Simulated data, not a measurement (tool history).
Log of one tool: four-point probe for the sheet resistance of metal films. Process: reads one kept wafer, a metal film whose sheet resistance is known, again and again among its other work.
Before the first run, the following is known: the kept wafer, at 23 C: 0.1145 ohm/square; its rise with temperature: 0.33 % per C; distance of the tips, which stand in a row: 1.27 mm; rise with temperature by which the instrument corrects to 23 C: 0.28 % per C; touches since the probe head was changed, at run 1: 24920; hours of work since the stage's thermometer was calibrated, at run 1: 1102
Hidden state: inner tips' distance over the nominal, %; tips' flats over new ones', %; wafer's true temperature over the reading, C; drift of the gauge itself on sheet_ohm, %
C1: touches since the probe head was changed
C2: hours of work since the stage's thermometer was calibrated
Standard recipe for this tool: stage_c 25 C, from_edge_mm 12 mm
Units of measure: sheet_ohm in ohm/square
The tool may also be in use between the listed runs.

run 1 day=0 | stage_c=25 from_edge_mm=12 | C1=24920 C2=1102 | sheet_ohm=0.11545
run 2 day=2.571 | stage_c=25 from_edge_mm=7 | C1=27449 C2=1139 | sheet_ohm=0.116782
run 3 day=5.171 | stage_c=25 from_edge_mm=10 | C1=30007 C2=1176 | sheet_ohm=0.115818
run 4 day=6.408 | stage_c=25 from_edge_mm=10 | C1=31222 C2=1194 | sheet_ohm=0.11584
run 5 day=8.208 | stage_c=25 from_edge_mm=51 | C1=32992 C2=1220 | sheet_ohm=0.114911
run 6 day=9.3 | stage_c=25 from_edge_mm=51 | C1=34066 C2=1235 | sheet_ohm=0.114953
run 7 day=11.883 | stage_c=33 from_edge_mm=4 | C1=36608 C2=1272 | sheet_ohm=0.121327
-- day=12.025 stage's thermometer calibrated
run 8 day=13.504 | stage_c=20 from_edge_mm=44 | C1=38180 C2=21 | sheet_ohm=0.114638
run 9 day=14.625 | stage_c=20 from_edge_mm=44 | C1=39285 C2=37 | sheet_ohm=0.114667
run 10 day=17.033 | stage_c=26 from_edge_mm=10 | C1=41650 C2=72 | sheet_ohm=0.115953
run 11 day=18.762 | stage_c=27 from_edge_mm=33 | C1=43354 C2=96 | sheet_ohm=0.115188

5 ways to go on from here, each from the tool as it stands after run 11. What would each give?
-- day=19.958 stage's thermometer calibrated, once more
run A day=20.3 | stage_c=24 from_edge_mm=4 | C1=44844 C2=5 | sheet_ohm=?
-- day=19.958 stage's thermometer calibrated, once more
run B day=20.3 | stage_c=33 from_edge_mm=33 | C1=44844 C2=5 | sheet_ohm=?
-- day=19.958 stage's thermometer calibrated, once more
run C day=20.3 | stage_c=26 from_edge_mm=8 | C1=44844 C2=5 | sheet_ohm=?
-- day=19.958 stage's thermometer calibrated, once more
run D day=20.3 | stage_c=26 from_edge_mm=5 | C1=44844 C2=5 | sheet_ohm=?
-- day=19.958 stage's thermometer calibrated, once more
run E day=20.3 | stage_c=34 from_edge_mm=10 | C1=44844 C2=5 | sheet_ohm=?

run=A sheet_ohm=0.121026
run=B sheet_ohm=0.115761
run=C sheet_ohm=0.116777
run=D sheet_ohm=0.119042
run=E sheet_ohm=0.116714
Without the tool's unlogged condition, the same runs would have read:
run=A sheet_ohm=0.120447
run=B sheet_ohm=0.115206
run=C sheet_ohm=0.116216
run=D sheet_ohm=0.118472
run=E sheet_ohm=0.116155
